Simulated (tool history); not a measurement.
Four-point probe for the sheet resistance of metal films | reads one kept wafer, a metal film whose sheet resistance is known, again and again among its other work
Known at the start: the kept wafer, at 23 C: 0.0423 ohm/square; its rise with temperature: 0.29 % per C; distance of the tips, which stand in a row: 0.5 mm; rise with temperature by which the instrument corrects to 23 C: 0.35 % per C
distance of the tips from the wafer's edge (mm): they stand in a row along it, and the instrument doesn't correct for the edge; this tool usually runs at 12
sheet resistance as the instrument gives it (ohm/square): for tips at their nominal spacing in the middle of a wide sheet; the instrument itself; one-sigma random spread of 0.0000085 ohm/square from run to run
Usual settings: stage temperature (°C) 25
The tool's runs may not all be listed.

run	hour	stage temperature (°C)	distance of the tips from the wafer's edge (mm)	sheet resistance as the instrument gives it (ohm/square)
1	0	25	12	0.042309
2	17.1	25	35	0.042265
3	47.8	25	35	0.04229
4	68.7	25	35	0.042276
5	84.1	25	35	0.04227
6	101.2	27	12	0.042266
7	128	27	66	0.04221
8	154.7	25	18	0.042283
9	169.5	29	18	0.042189
10	183.2	25	8	0.042347
11	196.5	25	5	0.042492
12	227.6	25	5	0.042479
13	248.9	25	5	0.042476
14	264.5	25	48	0.042272
15	286.9	24	48	0.042283
16	307	24	48	0.042289
17	324.9	26	12	0.042276
18	346.1	26	12	0.042278
19	368.1	26	12	0.042269
20	399.8	26	12	0.042281
21	425.6	26	12	0.04227
22	440.6	32	12	0.042129
23	468.6	28	5	0.042413
24	487.2	28	37	0.042174
25	502.4	20	5	0.042611
26	530.6	20	16	0.0424

Estimate the outcome of run 27 from the log above:
27	551.1	20	16	?

{"run 27": {"sheet resistance as the instrument gives it (ohm/square)": 0.04241}}
With the hidden condition absent and the run-to-run variation left alone, this run would have shown sheet resistance as the instrument gives it (ohm/square) 0.042402.

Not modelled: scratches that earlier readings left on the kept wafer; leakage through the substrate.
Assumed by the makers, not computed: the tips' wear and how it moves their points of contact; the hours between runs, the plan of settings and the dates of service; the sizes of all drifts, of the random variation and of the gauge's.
